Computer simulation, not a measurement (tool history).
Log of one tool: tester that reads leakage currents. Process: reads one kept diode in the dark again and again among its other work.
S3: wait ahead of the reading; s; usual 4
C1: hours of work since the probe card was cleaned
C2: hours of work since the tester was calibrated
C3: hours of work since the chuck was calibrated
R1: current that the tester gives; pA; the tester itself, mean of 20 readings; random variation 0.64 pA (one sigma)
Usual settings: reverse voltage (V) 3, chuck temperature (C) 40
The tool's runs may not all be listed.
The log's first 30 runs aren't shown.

At hour 2783.3: probe card cleaned and baked.
Run 31, hour 2784.8: usual settings but reverse voltage (V) 2.61, chuck temperature (C) 21; C1 1; C2 2772; C3 163. Result: R1 44.79 pA.
Run 32, hour 2844.4: usual settings but reverse voltage (V) 17.3, S3 0.84 s; C1 32; C2 2803; C3 194. Result: R1 482.73 pA.
Run 33, hour 2934.3: usual settings but reverse voltage (V) 5.88, S3 0.32 s; C1 79; C2 2850; C3 241. Result: R1 300.52 pA.
Run 34, hour 2990.7: usual settings but reverse voltage (V) 1.93, S3 8.91 s; C1 108; C2 2879; C3 270. Result: R1 181.67 pA.
Run 35, hour 3052.8: usual settings but reverse voltage (V) 1.93, S3 8.91 s; C1 141; C2 2912; C3 303. Result: R1 181.83 pA.
Run 36, hour 3131.9: usual settings but reverse voltage (V) 1.93, S3 8.91 s; C1 182; C2 2953; C3 344. Result: R1 183.56 pA.
Run 37, hour 3206.6: usual settings but reverse voltage (V) 1.93, S3 8.91 s; C1 221; C2 2992; C3 383. Result: R1 184.48 pA.
Run 38, hour 3337.2: usual settings but chuck temperature (C) 31; C1 290; C2 3060; C3 451. Result: R1 112.58 pA.
Run 39, hour 3427.2: usual settings but chuck temperature (C) 31; C1 337; C2 3107; C3 498. Result: R1 113.75 pA.

Forecast each of these 4 alternatives for the next run:
Run A, hour 3495.7: usual settings but reverse voltage (V) 13.58, chuck temperature (C) 24; C1 372; C2 3143; C3 534. Result: R1 ?.
Run B, hour 3495.7: usual settings but reverse voltage (V) 3.01, chuck temperature (C) 47, S3 0.46 s; C1 372; C2 3143; C3 534. Result: R1 ?.
Run C, hour 3495.7: usual settings but reverse voltage (V) 2.28, S3 5.11 s; C1 372; C2 3143; C3 534. Result: R1 ?.
Run D, hour 3495.7: usual settings but reverse voltage (V) 11.98, chuck temperature (C) 30; C1 372; C2 3143; C3 534. Result: R1 ?.

run      R1
  A  128.38
  B  380.38
  C  199.93
  D  196.03
Without the tool's hidden state the same runs would have given:
run      R1
  A  117.71
  B  360.29
  C  188.87
  D  182.24
